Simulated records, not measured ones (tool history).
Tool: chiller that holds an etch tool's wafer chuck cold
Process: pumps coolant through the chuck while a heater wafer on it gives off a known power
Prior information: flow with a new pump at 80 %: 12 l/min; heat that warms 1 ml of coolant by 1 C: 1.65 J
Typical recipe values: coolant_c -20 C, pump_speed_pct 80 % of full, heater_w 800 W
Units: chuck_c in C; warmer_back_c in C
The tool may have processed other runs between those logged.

run    hour  coolant_c  pump_speed_pct  heater_w  chuck_c  warmer_back_c
  1       0        -20              80       800    -13.4           2.43
  2    34.1        -20              80       800    -13.5           2.37
  3    85.6        -20              80       800    -13.7            2.4
  4     134        -20              80       800    -13.6           2.48
  5   187.5        -20              60       800      -12           3.34
  6   219.9        -20              60       800    -11.9           3.35
  7     256        -20              60       800    -11.8           3.41
  8   292.9        -20              60       800      -12           3.41
  9     335        -20              60       800    -11.7           3.37
 10   381.5        -20              60       800    -11.9           3.41
 11   409.8        -20              85       800    -13.8           2.41
 12   464.4        -20              80       800    -13.6           2.56
 13   496.7        -20              80       800    -13.4           2.61
 14   529.4        -20              80       800    -13.5           2.57
 15   559.4        -20              80       800    -13.5            2.6
 16     589        -20              80       778    -13.7           2.53
 17   641.6        -22              78       625    -16.9           2.09
 18   668.1        -22              78       625    -16.8           2.14
 19   720.7        -20              62       800    -12.2           3.42
 20   755.2        -27              75      1093    -17.8           3.79
 21   808.3        -21              76       987    -12.8           3.41
 22   849.7        -21              76       987    -12.9           3.46
 23   874.9        -21              85       529    -16.9            1.7
 24   926.3        -21              68       788    -13.8           3.13
 25   957.9        -18              80       800    -11.6           2.71
 26   983.6        -18              80       470    -14.2           1.67
 27  1027.5        -30              80       542    -25.6           1.91
 28  1071.6        -30              80       542    -25.9           1.95
 29  1102.2        -15              95       857       -9           2.49
     1131.9  -- chiller's thermometer calibrated
 30  1155.5        -15              64       857     -6.8           3.58
     1182.3  -- coolant changed, channels flushed
 31  1208.5        -20              80       638    -14.9            2.3

3 options for the next run, each taken on its own from the tool as it stands now. Forecast them:
     1232.3  -- gauge calibrated
  A  1233        -20              80       800        ?              ?
     1232.3  -- gauge calibrated
  B  1233        -20              65       475        ?              ?
     1232.3  -- gauge calibrated
  C  1233        -20              80       755        ?              ?

run  chuck_c  warmer_back_c
  A    -13.4           2.43
  B    -15.6           1.81
  C    -13.9            2.3
Stripped of hidden state, with their random variation kept, the same runs would have yielded:
run  chuck_c  warmer_back_c
  A    -13.4           2.43
  B    -15.6            1.8
  C    -13.9            2.3
